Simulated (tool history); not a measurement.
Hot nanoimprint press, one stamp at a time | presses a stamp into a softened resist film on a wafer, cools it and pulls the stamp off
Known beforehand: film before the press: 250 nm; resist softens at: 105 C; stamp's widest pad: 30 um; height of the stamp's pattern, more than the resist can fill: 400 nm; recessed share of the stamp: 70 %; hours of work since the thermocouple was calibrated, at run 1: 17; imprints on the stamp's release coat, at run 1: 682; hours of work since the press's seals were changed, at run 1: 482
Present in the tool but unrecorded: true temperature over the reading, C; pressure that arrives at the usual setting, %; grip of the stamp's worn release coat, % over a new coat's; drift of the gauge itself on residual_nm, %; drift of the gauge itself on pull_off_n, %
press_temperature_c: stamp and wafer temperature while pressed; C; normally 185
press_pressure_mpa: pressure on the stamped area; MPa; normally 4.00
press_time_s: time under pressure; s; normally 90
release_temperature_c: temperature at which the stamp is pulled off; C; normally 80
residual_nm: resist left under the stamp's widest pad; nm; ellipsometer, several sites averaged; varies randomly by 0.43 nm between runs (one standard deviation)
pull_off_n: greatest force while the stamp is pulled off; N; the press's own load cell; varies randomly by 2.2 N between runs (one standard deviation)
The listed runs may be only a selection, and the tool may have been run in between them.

run    hour  press_temperature_c  press_pressure_mpa  press_time_s  release_temperature_c  hours of work since the thermocouple was calibrated  imprints on the stamp's release coat  hours of work since the press's seals were changed  residual_nm  pull_off_n
  1     0.0                  185                4.00            90                     80                                                   17                                   682                                                 482        141.2         180
  2    41.3                  184                4.00            90                     80                                                   39                                   849                                                 504        145.0         183
  3   102.7                  184                4.00            90                     80                                                   71                                  1097                                                 536        145.1         185
      118.8  -- stamp cleaned and given a new release coat
  4   170.5                  184                4.00            90                     87                                                  104                                   209                                                 569        144.8         152
  5   249.5                  185                4.00            76                     80                                                  146                                   528                                                 611        148.0         177
  6   302.1                  185                4.00            64                     80                                                  174                                   740                                                 639        154.6         183
  7   335.7                  192                4.00            90                     80                                                  191                                   876                                                 657        116.8         184
  8   371.3                  192                4.00            90                     80                                                  210                                  1020                                                 675        117.3         183
      406.9  -- stamp cleaned and given a new release coat
  9   431.7                  185                4.00            90                     80                                                  239                                   100                                                 704        140.5         181
 10   487.8                  185                4.00            90                     80                                                  269                                   326                                                 734        141.2         180
 11   558.2                  185                4.00            90                     76                                                  306                                   611                                                 771        140.4         200
 12   635.0                  185                4.00            90                     76                                                  347                                   921                                                 812        140.5         197
      645.6  -- plate thermocouple calibrated
 13   680.4                  185                4.00            70                     80                                                   18                                  1092                                                 834        149.7         185
      696.2  -- stamp cleaned and given a new release coat
 14   751.2                  185                4.00            46                     80                                                   53                                   222                                                 869        167.1         179
 15   815.2                  185                4.00            90                     80                                                   87                                   480                                                 903        139.5         181
 16   850.1                  185                4.00            90                     80                                                  105                                   621                                                 921        140.0         179
 17   908.7                  185                4.00            90                     80                                                  136                                   858                                                 952        140.0         184
      958.7  -- press's hydraulic seals changed and the load cell set to zero
      990.8  -- stamp cleaned and given a new release coat
 18   990.8                  185                4.00            90                     80                                                  172                                     0                                                  14        139.0         183
 19  1040.0                  185                4.00            90                     80                                                  198                                   199                                                  40        139.9         187
 20  1119.6                  185                4.00            87                     80                                                  240                                   521                                                  82        141.8         183
 21  1181.7                  177                4.23            52                     87                                                  273                                   771                                                 115        187.0         156
 22  1246.8                  187                4.00           103                     80                                                  308                                  1034                                                 149        127.4         181
     1279.4  -- stamp cleaned and given a new release coat
 23  1323.4                  178                4.00            90                     80                                                  345                                   178                                                 187        166.3         185
     1332.8  -- plate thermocouple calibrated
 24  1365.8                  185                2.63            77                     80                                                   17                                   337                                                 208        176.2         183
 25  1414.7                  185                5.48            77                     82                                                   43                                   534                                                 234        123.4         174
 26  1496.6                  185                5.48            77                     82                                                   87                                   865                                                 277        122.9         174
 27  1541.9                  185                5.48            77                     82                                                  111                                  1048                                                 301        123.1         172
     1570.5  -- stamp cleaned and given a new release coat
 28  1629.3                  189                4.00            90                     87                                                  154                                   238                                                 344        124.7         155
 29  1678.0                  189                4.00           177                     77                                                  180                                   435                                                 370        101.0         194

Had the tool no unlogged condition, and each run kept its random variation, what would the results have been?
run  residual_nm
  1        141.1
  2        145.0
  3        145.2
  4        145.0
  5        148.4
  6        155.0
  7        117.1
  8        117.7
  9        141.1
 10        141.9
 11        141.2
 12        141.4
 13        150.8
 14        168.5
 15        140.7
 16        141.3
 17        141.5
 18        140.7
 19        141.6
 20        143.6
 21        189.6
 22        129.3
 23        168.9
 24        179.1
 25        125.4
 26        125.1
 27        125.4
 28        127.1
 29        103.0
pull_off_n without the hidden state stays within 1 N of what was measured, in all runs.
